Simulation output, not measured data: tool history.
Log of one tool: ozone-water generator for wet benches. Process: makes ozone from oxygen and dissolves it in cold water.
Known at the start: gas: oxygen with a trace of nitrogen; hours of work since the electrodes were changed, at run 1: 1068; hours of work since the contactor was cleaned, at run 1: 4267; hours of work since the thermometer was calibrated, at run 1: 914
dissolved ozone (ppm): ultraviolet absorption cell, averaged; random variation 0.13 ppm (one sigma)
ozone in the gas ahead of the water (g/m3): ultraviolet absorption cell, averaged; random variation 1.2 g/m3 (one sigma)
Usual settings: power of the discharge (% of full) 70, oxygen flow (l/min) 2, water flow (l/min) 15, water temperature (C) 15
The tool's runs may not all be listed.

| run | hour | power of the discharge (% of full) | oxygen flow (l/min) | water flow (l/min) | water temperature (C) | hours of work since the electrodes were changed | hours of work since the contactor was cleaned | hours of work since the thermometer was calibrated | dissolved ozone (ppm) | ozone in the gas ahead of the water (g/m3) |
|---|---|---|---|---|---|---|---|---|---|---|
| 1 | 0 | 70 | 2 | 15 | 15 | 1068 | 4267 | 914 | 12.7 | 226.6 |
| 2 | 87.6 | 70 | 2 | 15 | 15 | 1120 | 4320 | 967 | 12.8 | 227.2 |
| 3 | 206.5 | 70 | 2 | 15 | 15 | 1192 | 4392 | 1039 | 12.7 | 227.6 |
| 4 | 268.3 | 70 | 2 | 15 | 15 | 1230 | 4429 | 1076 | 12.7 | 229 |
| 5 | 369.8 | 70 | 2 | 15 | 15 | 1291 | 4491 | 1137 | 13.1 | 228.8 |
| 6 | 494.7 | 70 | 2 | 15 | 15 | 1366 | 4566 | 1213 | 12.9 | 228.9 |
| 7 | 609.3 | 70 | 2 | 15 | 15 | 1435 | 4635 | 1282 | 12.8 | 229.2 |
| 8 | 690.2 | 52 | 2 | 15 | 15 | 1484 | 4684 | 1331 | 9.9 | 175.9 |
| 9 | 797.7 | 52 | 2 | 15 | 15 | 1549 | 4749 | 1395 | 10.2 | 176.8 |
| 10 | 910.3 | 48 | 2 | 15 | 15 | 1617 | 4817 | 1463 | 9.3 | 166.1 |
| 11 | 1003.2 | 48 | 2 | 15 | 15 | 1673 | 4873 | 1519 | 9.2 | 164.8 |
| 12 | 1098 | 48 | 2 | 15 | 15 | 1730 | 4930 | 1577 | 9.2 | 166.4 |
| 13 | 1208.6 | 48 | 2.54 | 15 | 15 | 1797 | 4997 | 1643 | 9.5 | 143.1 |
| 14 | 1278.3 | 70 | 2 | 15 | 15 | 1839 | 5039 | 1686 | 13 | 231.1 |
| 15 | 1394.8 | 70 | 2 | 12 | 15 | 1909 | 5109 | 1756 | 16.2 | 230.1 |
| 16 | 1479.6 | 64 | 2 | 15 | 15 | 1961 | 5161 | 1807 | 11.8 | 213.7 |
| 17 | 1593 | 40 | 2 | 11 | 15 | 2029 | 5229 | 1875 | 10.9 | 140.5 |
| 18 | 1699.5 | 40 | 2 | 11 | 15 | 2093 | 5293 | 1940 | 10.7 | 141.3 |
| 19 | 1763.5 | 51 | 2 | 15 | 11 | 2132 | 5332 | 1978 | 10 | 176.3 |
| 20 | 1852.1 | 91 | 2 | 15 | 15 | 2186 | 5385 | 2032 | 16.2 | 294.2 |
| 21 | 1980.3 | 70 | 2 | 9 | 11 | 2263 | 5463 | 2109 | 22.4 | 231.6 |
| 22 | 2069.9 | 85 | 2 | 12 | 20 | 2317 | 5517 | 2163 | 18.4 | 277.1 |
| 23 | 2121.6 | 70 | 3.28 | 12 | 15 | 2348 | 5548 | 2195 | 16.3 | 176.3 |
| 24 | 2226.7 | 98 | 2.74 | 14 | 15 | 2412 | 5611 | 2258 | 19 | 261.9 |
| 25 | 2288.3 | 70 | 2 | 13 | 22 | 2449 | 5649 | 2295 | 14 | 233.2 |
| 26 | 2381.4 | 67 | 2 | 13 | 20 | 2505 | 5705 | 2351 | 13.5 | 224.6 |
| 27 | 2438.3 | 47 | 2 | 21 | 10 | 2539 | 5739 | 2386 | 6.3 | 163.8 |

Forecast each of these 4 alternatives for the next run:
| A | 2505.6 | 58 | 2 | 21 | 10 | 2580 | 5780 | 2426 | ? | ? |
| B | 2505.6 | 47 | 2 | 13 | 10 | 2580 | 5780 | 2426 | ? | ? |
| C | 2505.6 | 46 | 2 | 14 | 18 | 2580 | 5780 | 2426 | ? | ? |
| D | 2505.6 | 46 | 1.67 | 21 | 10 | 2580 | 5780 | 2426 | ? | ? |

| run | dissolved ozone (ppm) | ozone in the gas ahead of the water (g/m3) |
|---|---|---|
| A | 7.6 | 198.3 |
| B | 11.1 | 163.3 |
| C | 9.1 | 163.5 |
| D | 6 | 178.9 |
Without the tool's hidden state the same runs would have given:
| run | dissolved ozone (ppm) | ozone in the gas ahead of the water (g/m3) |
|---|---|---|
| A | 7.6 | 192.7 |
| B | 11.2 | 158.7 |
| C | 9.1 | 158.9 |
| D | 6.1 | 173.9 |
